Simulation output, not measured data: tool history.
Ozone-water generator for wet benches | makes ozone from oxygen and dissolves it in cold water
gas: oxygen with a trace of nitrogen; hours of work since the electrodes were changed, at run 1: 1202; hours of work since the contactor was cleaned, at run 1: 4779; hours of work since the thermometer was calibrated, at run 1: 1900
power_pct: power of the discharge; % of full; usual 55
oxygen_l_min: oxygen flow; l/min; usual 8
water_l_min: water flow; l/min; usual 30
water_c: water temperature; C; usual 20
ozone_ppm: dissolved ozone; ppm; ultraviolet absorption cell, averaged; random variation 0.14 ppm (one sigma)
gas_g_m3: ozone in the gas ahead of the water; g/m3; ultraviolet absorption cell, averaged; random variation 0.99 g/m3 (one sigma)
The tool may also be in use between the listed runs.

run     day  power_pct  oxygen_l_min  water_l_min  water_c  hours of work since the electrodes were changed  hours of work since the contactor was cleaned  hours of work since the thermometer was calibrated  ozone_ppm  gas_g_m3
  1       0         55             8           30       20                                             1202                                           4779                                                1900       17.1     169.1
  2   1.338         55             8           30       20                                             1233                                           4809                                                1931       17.1     171.7
  3    2.35         55             8           30       20                                             1256                                           4832                                                1954       17.2     167.7
  4   3.296         55             8           30       20                                             1278                                           4854                                                1975       17.1       170
  5   4.438         55             8           35       20                                             1304                                           4880                                                2002       15.3     170.6
  6   5.458         55             8           35       20                                             1327                                           4904                                                2025       15.4     169.6
  7   6.862         55             8           35       20                                             1360                                           4936                                                2057       15.1     171.1
  8   8.075         55             8           35       20                                             1387                                           4964                                                2085       15.2     169.7
  9   9.179         55             8           35       20                                             1413                                           4989                                                2110       15.2     168.8
 10   9.846         55             8           35       20                                             1428                                           5005                                                2126       15.1     168.2
 11  10.725         55             8           30       20                                             1448                                           5025                                                2146       17.4     169.3
 12  11.683         55             8           30       20                                             1470                                           5047                                                2168       17.1     170.2
 13  12.829         90             8           30       20                                             1496                                           5073                                                2194       23.6     233.2
 14  13.712         42             8           30       22                                             1517                                           5093                                                2214         14     141.6
 15  14.933         63             8           30       13                                             1545                                           5121                                                2243       20.5     185.7
 16  16.029         55          8.96           30       20                                             1570                                           5146                                                2268       16.8     156.6
 17  16.871         55         11.14           30       23                                             1589                                           5166                                                2287       15.4     136.7
 18  18.196         55         11.14           30       23                                             1620                                           5196                                                2317       15.3     135.7
 19  19.179         55             9           30       21                                             1642                                           5219                                                2340       16.7     156.3
 20  20.654         43             9           20       27                                             1676                                           5253                                                2374       16.2     133.9
 21  21.562         45             9           20       22                                             1697                                           5273                                                2395       18.5     137.9
 22  22.971         55             8           21       16                                             1729                                           5306                                                2427       23.6     171.8
 23  24.092         93             8           20       17                                             1755                                           5331                                                2453       33.5     236.3
 24    25.1         54             8           30       20                                             1778                                           5355                                                2476       16.9     168.5
 25   26.55         71          7.42           30       24                                             1811                                           5388                                                2509       19.2     211.4

Forecast each of these 5 alternatives for the next run:
  A  27.892         71          9.95           34       19                                             1842                                           5419                                                2540          ?         ?
  B  27.892         70          6.08           30       14                                             1842                                           5419                                                2540          ?         ?
  C  27.892         61          7.42           40       28                                             1842                                           5419                                                2540          ?         ?
  D  27.892         55             8           23       15                                             1842                                           5419                                                2540          ?         ?
  E  27.892         44          4.47           30       24                                             1842                                           5419                                                2540          ?         ?

run  ozone_ppm  gas_g_m3
  A         18     173.7
  B       21.8     238.4
  C       13.1     190.9
  D       22.4     168.7
  E       14.7     217.3
Without the tool's hidden state the same runs would have given:
run  ozone_ppm  gas_g_m3
  A         18     173.9
  B       21.8     238.6
  C       13.1     191.1
  D       22.4     168.8
  E       14.7     217.4
